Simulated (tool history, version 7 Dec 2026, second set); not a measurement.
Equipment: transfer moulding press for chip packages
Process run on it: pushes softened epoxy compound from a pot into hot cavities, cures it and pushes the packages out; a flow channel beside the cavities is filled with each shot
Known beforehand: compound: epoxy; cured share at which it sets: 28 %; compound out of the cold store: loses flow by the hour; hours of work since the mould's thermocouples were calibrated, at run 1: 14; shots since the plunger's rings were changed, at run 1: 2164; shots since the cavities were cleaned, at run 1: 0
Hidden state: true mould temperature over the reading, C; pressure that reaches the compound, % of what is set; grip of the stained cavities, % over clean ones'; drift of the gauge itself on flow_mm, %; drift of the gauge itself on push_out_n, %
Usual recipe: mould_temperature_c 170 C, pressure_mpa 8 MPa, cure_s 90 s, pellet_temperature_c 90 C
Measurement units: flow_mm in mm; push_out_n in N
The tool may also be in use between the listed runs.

run   hour  mould_temperature_c  pressure_mpa  cure_s  pellet_temperature_c  hours of work since the mould's thermocouples were calibrated  shots since the plunger's rings were changed  shots since the cavities were cleaned  incoming compound's hours out of the cold store  flow_mm  push_out_n
  1      0                  170             8      90                    90                                                             14                                          2164                                      0                                              9.7      907         273
  2    8.7                  170             8      90                    90                                                             20                                          2283                                    119                                             42.2      837         305
  3   19.3                  170             8      90                    90                                                             28                                          2428                                    264                                             21.2      882         359
  4   27.2                  170             8      90                    90                                                             34                                          2536                                    372                                             43.2      826         415
  5   36.8                  170             8      90                    90                                                             41                                          2668                                    504                                             43.7      838         433
      49.9  -- cavities cleaned with cleaning compound and waxed
  6   49.9                  170             8      90                    90                                                             49                                          2827                                      0                                               38      837         566
  7   58.3                  170             8      90                    90                                                             55                                          2941                                    114                                             23.1      873         548
  8   63.2                  170             8      90                    90                                                             59                                          3009                                    182                                               26      868         565
  9   69.3                  170             8     128                    90                                                             63                                          3093                                    266                                             31.5      843         498
 10     76                  170             8     128                    90                                                             68                                          3185                                    358                                             18.4      873         486
 11   86.2                  170             8     128                    90                                                             75                                          3325                                    498                                             47.9      812         522
 12   95.3                  170             8     128                    90                                                             82                                          3449                                    622                                             19.7      872         506
     100.5  -- cavities cleaned with cleaning compound and waxed, once more
 13  105.4                  170             8      90                    90                                                             88                                          3567                                     68                                             47.6      818         293
 14  114.2                  170             8      90                    98                                                             95                                          3687                                    188                                             40.9      806         326
 15  119.4                  170             8      92                   100                                                             99                                          3759                                    260                                             10.2      883         353
 16  128.5                  170             8      92                   100                                                            105                                          3883                                    384                                             44.5      802         387
 17  136.2                  170          6.92     103                    90                                                            111                                          3989                                    490                                             39.4      756         392

Run 18, settings as shown, results not yet in. Your forecast:
 18  146.8                  173          7.66      87                    83                                                            118                                          4134                                    635                                             29.6        ?           ?

For run 18 the tool returned flow_mm 802 mm, push_out_n 432 N.
Take away the tool's hidden state, keep the run-to-run variation as it was, and the same run would have given flow_mm 874 mm, push_out_n 240 N.

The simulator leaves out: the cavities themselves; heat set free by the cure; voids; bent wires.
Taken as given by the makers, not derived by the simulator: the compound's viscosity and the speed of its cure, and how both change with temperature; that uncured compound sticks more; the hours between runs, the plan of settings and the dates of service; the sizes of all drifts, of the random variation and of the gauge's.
